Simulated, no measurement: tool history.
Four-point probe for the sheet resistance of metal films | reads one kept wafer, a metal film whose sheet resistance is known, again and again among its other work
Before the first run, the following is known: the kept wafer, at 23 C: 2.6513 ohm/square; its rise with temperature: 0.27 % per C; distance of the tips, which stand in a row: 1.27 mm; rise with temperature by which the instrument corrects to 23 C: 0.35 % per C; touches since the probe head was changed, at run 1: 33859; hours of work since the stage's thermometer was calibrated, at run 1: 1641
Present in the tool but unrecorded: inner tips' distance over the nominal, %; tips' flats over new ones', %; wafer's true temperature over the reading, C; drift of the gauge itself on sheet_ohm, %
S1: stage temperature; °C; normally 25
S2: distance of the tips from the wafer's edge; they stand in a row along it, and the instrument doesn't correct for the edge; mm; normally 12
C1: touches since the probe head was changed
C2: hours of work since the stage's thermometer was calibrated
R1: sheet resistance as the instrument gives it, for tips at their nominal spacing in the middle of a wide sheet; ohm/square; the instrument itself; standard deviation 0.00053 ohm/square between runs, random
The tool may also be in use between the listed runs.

run      day  S1  S2      C1    C2        R1
  1        0  25  12   33859  1641   2.66728
  2    4.804  24  12   41996  1731  2.668727
  3   10.296  25  12   51295  1835  2.664032
  4   12.721  25  12   55398  1880  2.663977
  5   16.604  25  12   61974  1953  2.663412
  6   20.558  19  12   68671  2028  2.674083
  7   23.112  19  12   72997  2076  2.672486
      25.671  -- stage's thermometer calibrated
  8   26.362  19  12   78464    13  2.670788
  9   30.108  19  12   84805    84  2.670064
 10   33.629  25  12   90766   150  2.656634
 11   36.733  25  12   96021   208  2.656188
 12   39.242  25  12  100270   256  2.654727
 13   43.162  25   9  106907   329  2.665946
 14   47.804  25   9  114769   417  2.665617
 15   51.342  25   9  120761   483  2.664112
 16   54.808  25  41  126628   549  2.636607
      57.646  -- stage's thermometer calibrated, once more
 17   59.154  25  41  133955    28  2.644016
 18   63.812  20  59  141840   116  2.650971
 19   68.446  20  59  149687   203    2.6511
 20   70.967  22  59  153952   251   2.64509
 21   73.792  20  61  158741   304  2.649373
      78.538  -- new probe head fitted
 22   79.104  19  36     961   403  2.657142
 23   83.317  19   5    8094   483  2.743491
 24   87.158  19  12   14598   555  2.668601
 25   89.704  25  16   18911   603  2.649453
 26   94.908  30  55   27723   701  2.629966
 27   99.967  30  61   36287   796  2.628126
 28    102.9  24  18   41255   851  2.645668
 29  106.129  21  21   46717   912  2.649105
 30  109.512  22   5   52447   976  2.730196
 31  113.017  20  11   58381  1042  2.663332
 32  117.592  22  25   66132  1128   2.64251
 33  122.592  26  44   74595  1222  2.630468
 34  126.425  26  44   81086  1294  2.629803

Each row is a separate what-if for the run after 34, all from the same tool condition, not one after another. Results?
  A  128.671  30   5  84889  1337   ?
  B  128.671  21   8  84889  1337   ?
  C  128.671  34  21  84889  1337   ?

run        R1
  A  2.708152
  B    2.6746
  C  2.616884
Without the tool's hidden state the same runs would have given:
run        R1
  A   2.72591
  B  2.692207
  C  2.634064
